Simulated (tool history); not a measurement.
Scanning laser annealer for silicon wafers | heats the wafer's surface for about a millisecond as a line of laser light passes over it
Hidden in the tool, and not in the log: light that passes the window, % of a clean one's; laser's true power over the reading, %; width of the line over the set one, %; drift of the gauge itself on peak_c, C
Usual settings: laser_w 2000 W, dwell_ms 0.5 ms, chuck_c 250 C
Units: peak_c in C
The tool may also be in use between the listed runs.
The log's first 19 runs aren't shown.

run,hour,laser_w,dwell_ms,chuck_c,hours of work since the window was cleaned,hours of work since the power meter was calibrated,hours of work since the optics were aligned,peak_c
20,994.1,1799,0.5,224,651,1424,590,898
21,1066.4,1799,0.5,224,690,1462,628,897
22,1139.2,2000,0.575,250,728,1501,667,1056
23,1209.9,1838,0.4,210,766,1539,705,812
24,1267.8,1730,0.484,229,797,1570,736,863
25,1313.6,1705,0.571,273,821,1594,760,958
# hour 1321.6: window over the wafer cleaned
26,1380.6,1755,0.571,214,31,1629,795,934
27,1416.9,2104,0.571,214,51,1648,814,1068
28,1453.1,1770,0.5,250,70,1667,833,921
29,1486.8,1770,0.5,250,88,1685,851,921
30,1518.8,1770,0.465,214,105,1702,868,854

Forecast each of these 4 alternatives for the next run:
A,1551.2,2000,0.5,254,122,1719,886,?
B,1551.2,2000,0.451,250,122,1719,886,?
C,1551.2,2000,0.382,252,122,1719,886,?
D,1551.2,2076,0.481,245,122,1719,886,?

run,peak_c
A,1006
B,959
C,894
D,1006
Without the tool's hidden state the same runs would have given:
run,peak_c
A,1032
B,983
C,916
D,1031
